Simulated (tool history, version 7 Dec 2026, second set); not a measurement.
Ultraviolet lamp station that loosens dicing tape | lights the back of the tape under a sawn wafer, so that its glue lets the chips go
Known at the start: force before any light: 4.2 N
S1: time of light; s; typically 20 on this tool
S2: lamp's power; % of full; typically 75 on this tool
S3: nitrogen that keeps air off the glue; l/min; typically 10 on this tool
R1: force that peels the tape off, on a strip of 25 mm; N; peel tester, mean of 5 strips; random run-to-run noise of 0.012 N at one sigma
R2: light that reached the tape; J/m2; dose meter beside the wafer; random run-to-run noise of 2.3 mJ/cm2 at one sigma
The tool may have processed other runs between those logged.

{"run": 1, "hour": 0.0, "S1": 20, "S2": 75, "S3": 10, "R1": 0.937, "R2": 1610}
{"run": 2, "hour": 17.5, "S1": 20, "S2": 75, "S3": 10, "R1": 1.015, "R2": 1600}
{"hour": 21.0, "done": "window cleaned of glue's vapour"}
{"run": 3, "hour": 41.7, "S1": 14, "S2": 75, "S3": 10, "R1": 1.399, "R2": 1170}
{"run": 4, "hour": 73.3, "S1": 14, "S2": 75, "S3": 10, "R1": 1.431, "R2": 1160}
{"run": 5, "hour": 92.3, "S1": 20, "S2": 68, "S3": 10, "R1": 1.046, "R2": 1520}
{"run": 6, "hour": 107.1, "S1": 20, "S2": 68, "S3": 10, "R1": 1.057, "R2": 1460}
{"run": 7, "hour": 129.7, "S1": 20, "S2": 68, "S3": 4, "R1": 1.457, "R2": 1480}
{"run": 8, "hour": 159.8, "S1": 20, "S2": 68, "S3": 4, "R1": 1.525, "R2": 1430}
{"run": 9, "hour": 175.1, "S1": 20, "S2": 75, "S3": 8, "R1": 1.06, "R2": 1590}
{"run": 10, "hour": 197.4, "S1": 20, "S2": 75, "S3": 8, "R1": 1.089, "R2": 1590}

The next listed run, before its measurement:
{"run": 11, "hour": 211.7, "S1": 27, "S2": 76, "S3": 17, "R1": "?", "R2": "?"}

R1: 0.518 N
R2: 2100 J/m2
Minus the tool's unlogged condition, the same run would have read R1 0.254 N, R2 3250 J/m2.
